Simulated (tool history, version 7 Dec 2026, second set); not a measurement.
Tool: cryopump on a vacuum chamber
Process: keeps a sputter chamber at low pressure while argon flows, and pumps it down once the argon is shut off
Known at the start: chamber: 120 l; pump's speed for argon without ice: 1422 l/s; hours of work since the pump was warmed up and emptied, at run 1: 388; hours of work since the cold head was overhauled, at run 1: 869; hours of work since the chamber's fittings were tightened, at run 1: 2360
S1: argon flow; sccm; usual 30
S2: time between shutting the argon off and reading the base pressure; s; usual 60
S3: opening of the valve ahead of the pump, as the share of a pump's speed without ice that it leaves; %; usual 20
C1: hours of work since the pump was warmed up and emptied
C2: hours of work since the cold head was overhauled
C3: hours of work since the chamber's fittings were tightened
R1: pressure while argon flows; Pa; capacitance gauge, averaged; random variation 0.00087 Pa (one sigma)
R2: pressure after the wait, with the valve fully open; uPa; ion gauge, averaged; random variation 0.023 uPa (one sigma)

run   hour  S1   S2  S3   C1    C2    C3      R1    R2
  1      0  30   60  20  388   869  2360   0.186  1.84
  2   38.2  30   60  20  421   903  2394  0.1875  1.96
  3   68.8  47   60  20  448   930  2420  0.2961  1.97
      95.9  -- pump warmed up, emptied and cooled again
  4  101.6  38   60  20    5   954  2445   0.227  1.67
  5  139.1  38   60  20   38   987  2478  0.2274   1.7
  6    175  38   60  20   69  1018  2509  0.2286  1.76
  7  210.1  30   60  20  100  1049  2540  0.1808  1.83
  8    243  30   60  20  129  1078  2569  0.1811  1.72
  9  277.7  30   60  20  159  1108  2599  0.1822  1.86
 10  309.7  30   60  28  187  1136  2627  0.1334  1.85
 11  333.6  30   60  20  208  1157  2648   0.183  1.86
 12  371.9  18   60  20  242  1191  2682  0.1105  1.91
 13  404.5  44   60  20  271  1220  2710  0.2746  1.94
 14  426.4  30   60  20  290  1239  2730  0.1852  1.97
 15  451.7  30   60  20  312  1261  2752   0.186  1.94
 16  471.6  36   60  20  329  1278  2769  0.2233  1.98
 17    508  36   60  20  361  1310  2801  0.2241  2.06
 18  533.4  21  115  25  384  1333  2823  0.1057  1.77
 19  567.4  15   24  20  413  1362  2853  0.0931  2.98
 20  596.2  15   24  20  439  1388  2878  0.0947  3.19
     634.8  -- pump warmed up, emptied and cooled again
 21  637.7  15   24  20    3  1420  2911  0.0898  2.64
 22  660.6  30   60  28   23  1440  2931  0.1283  1.87
 23  696.2  30   87  28   54  1471  2962   0.129  1.69
 24    717  13   98  22   72  1489  2980   0.071  1.69
 25  746.1  43   60  56   98  1515  3006  0.0944  1.97
 26  776.4  42  102  35  124  1541  3032  0.1477  1.68
 27  798.9  42  128  17  144  1561  3052  0.2995  1.65
 28    827  38  128  17  169  1586  3076   0.271  1.76
 29  864.7  38  128  17  202  1619  3110  0.2715  1.73
 30  901.1  30  265  22  234  1651  3141  0.1676  1.63
 31  917.3  14  150  20  248  1665  3156  0.0863  1.71
 32  942.7  20   76  20  270  1687  3178  0.1226  2.03
 33  969.3  20   76  20  293  1710  3201   0.123  2.04
 34  985.6  12   42  27  308  1725  3216  0.0549  2.38

4 ways to go on from here, each from the tool as it stands after run 34. What would each give?
  A  1003.4  30   31  55  323  1740  3231   ?   ?
  B  1003.4  21  148  35  323  1740  3231   ?   ?
  C  1003.4  17   56  16  323  1740  3231   ?   ?
  D  1003.4  30   28  23  323  1740  3231   ?   ?

run      R1    R2
  A  0.0729  2.75
  B  0.0766  1.89
  C  0.1306  2.27
  D  0.1628  2.97
Without the tool's hidden state the same runs would have given:
run      R1    R2
  A  0.0653  1.34
  B  0.0713  0.46
  C  0.1262  0.88
  D  0.1552  1.54
